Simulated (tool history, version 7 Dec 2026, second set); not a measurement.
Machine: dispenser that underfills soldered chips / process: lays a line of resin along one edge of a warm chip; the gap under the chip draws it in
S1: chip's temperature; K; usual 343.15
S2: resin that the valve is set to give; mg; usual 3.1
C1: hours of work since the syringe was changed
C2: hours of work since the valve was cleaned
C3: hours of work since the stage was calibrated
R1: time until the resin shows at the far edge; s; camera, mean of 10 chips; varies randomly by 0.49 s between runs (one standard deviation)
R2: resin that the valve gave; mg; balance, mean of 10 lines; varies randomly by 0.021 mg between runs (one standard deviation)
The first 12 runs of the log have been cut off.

run,hour,S1,S2,C1,C2,C3,R1,R2
# hour 133: new syringe of resin
13,139.1,343.15,3.1,4,46,259,42.4,3.06
# hour 149.8: new syringe of resin
14,154.2,343.15,3.1,3,57,269,41.2,3.02
15,162.9,343.15,3.1,10,63,276,52.3,3.02
# hour 166.3: new syringe of resin
16,177.9,343.15,3.1,8,74,286,49.8,3
# hour 183.2: new syringe of resin
17,193.5,343.15,3.1,8,85,298,47.4,2.97
# hour 199.9: new syringe of resin
18,201.8,343.15,3.1,1,91,303,38,2.97
19,214.8,335.15,3.36,11,101,313,70.3,3.23
# hour 217.2: new syringe of resin
20,223.2,335.15,3.36,4,106,319,54.8,3.18
# hour 233.5: new syringe of resin
21,239,351.15,3.76,4,118,330,32.1,3.55
# hour 250.1: new syringe of resin
22,250.6,335.15,3.39,0,126,339,46.8,3.19
23,258.4,335.15,3.6,6,132,344,56,3.38
# hour 266.5: new syringe of resin
24,269.9,335.15,3.6,3,140,353,50.3,3.39
# hour 278: dispensing valve cleaned and set on the balance
25,283.2,343.15,3.1,11,4,361,55,3.08
# hour 284.8: new syringe of resin
# hour 293.5: stage's temperature calibrated
26,299.7,328.15,2.74,10,15,5,94.1,2.74
# hour 302.3: new syringe of resin
27,314.7,355.15,3.14,9,26,15,36.7,3.06
# hour 319.3: new syringe of resin
28,328,341.15,3.58,6,35,25,50.9,3.5
# hour 335.5: new syringe of resin
29,337.3,341.15,3.58,1,42,31,43.1,3.52
30,348.1,341.15,3.88,9,50,39,56.7,3.8
# hour 351.9: new syringe of resin
31,354.8,333.15,3.55,2,54,44,56,3.46
32,366.6,338.15,3.1,11,63,53,64.8,3.03
# hour 368.3: new syringe of resin
33,380.7,332.15,3.72,9,73,63,74.5,3.6
# hour 384.6: new syringe of resin
34,387.4,337.15,2.99,2,78,67,49.5,2.87
# hour 401.3: new syringe of resin
35,402.3,337.15,2.69,1,88,78,49.4,2.6

4 ways to go on from here, each from the tool as it stands after run 35. What would each give?
A,413.1,356.15,2.69,9,96,86,?,?
B,413.1,357.15,3.36,9,96,86,?,?
C,413.1,347.15,3.9,9,96,86,?,?
D,413.1,328.15,3.09,9,96,86,?,?

run,R1,R2
A,36.8,2.59
B,33.8,3.27
C,45.2,3.75
D,85,2.94
Without the tool's unlogged condition, the same runs would have read:
run,R1,R2
A,27,2.7
B,24.9,3.41
C,33.5,3.91
D,62.7,3.07
